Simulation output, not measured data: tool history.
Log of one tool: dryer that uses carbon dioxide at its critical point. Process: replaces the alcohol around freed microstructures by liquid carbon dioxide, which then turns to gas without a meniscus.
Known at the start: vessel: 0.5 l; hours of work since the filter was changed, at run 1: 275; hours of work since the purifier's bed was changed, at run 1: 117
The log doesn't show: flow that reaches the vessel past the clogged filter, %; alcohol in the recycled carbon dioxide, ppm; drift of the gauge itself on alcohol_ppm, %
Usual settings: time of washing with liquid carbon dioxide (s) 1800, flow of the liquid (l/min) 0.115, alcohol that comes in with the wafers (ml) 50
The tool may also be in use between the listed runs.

run,hour,time of washing with liquid carbon dioxide (s),flow of the liquid (l/min),alcohol that comes in with the wafers (ml),hours of work since the filter was changed,hours of work since the purifier's bed was changed,alcohol left in the vessel before it's heated (ppm by volume)
1,0.0,1800,0.115,50,275,117,281
# hour 22.3: inlet filter changed
2,44.0,1800,0.090,50,9,135,777
3,90.1,1800,0.115,50,28,154,208
4,136.7,1800,0.115,50,48,174,207
5,174.4,1800,0.195,50,64,190,18
6,216.1,1800,0.195,50,81,207,25
7,263.6,1800,0.195,50,101,227,15
8,308.1,1800,0.195,50,120,246,23
9,342.4,1800,0.195,50,134,260,24
10,380.3,1500,0.195,50,150,276,25
11,409.8,1500,0.195,58,163,289,33
12,446.2,1800,0.115,21,178,304,131
13,474.7,1080,0.178,63,190,316,409
14,508.3,2040,0.080,59,204,330,1158
15,547.5,2040,0.080,59,221,346,1175
16,586.5,2040,0.080,59,237,363,1211
17,623.1,2040,0.080,59,252,378,1228
18,663.0,1200,0.082,101,269,395,12959
# hour 699.5: inlet filter changed
19,713.9,1140,0.120,101,6,416,3161
20,742.2,1500,0.096,29,18,428,838
21,783.0,1380,0.190,113,35,445,99
22,833.3,1380,0.190,113,56,466,100
23,856.5,1800,0.136,22,66,476,63
24,900.2,1260,0.075,63,84,494,7978

Hidden state or all else? Some run-to-run changes of alcohol left in the vessel before it's heated (ppm by volume), split into what the settings, what came in and random variation would give without the hidden state, and what is left for the hidden state (with any gauge scatter that isn't in both results):
Run 17 -> 18: time of washing with liquid carbon dioxide (s) 2040 -> 1200, flow of the liquid (l/min) 0.080 -> 0.082, alcohol that comes in with the wafers (ml) 59 -> 101. alcohol left in the vessel before it's heated (ppm by volume) +11731: hidden state +2051, all else +9680.
Run 18 -> 19: time of washing with liquid carbon dioxide (s) 1200 -> 1140, flow of the liquid (l/min) 0.082 -> 0.120, inlet filter changed. alcohol left in the vessel before it's heated (ppm by volume) -9798: hidden state -2256, all else -7542.
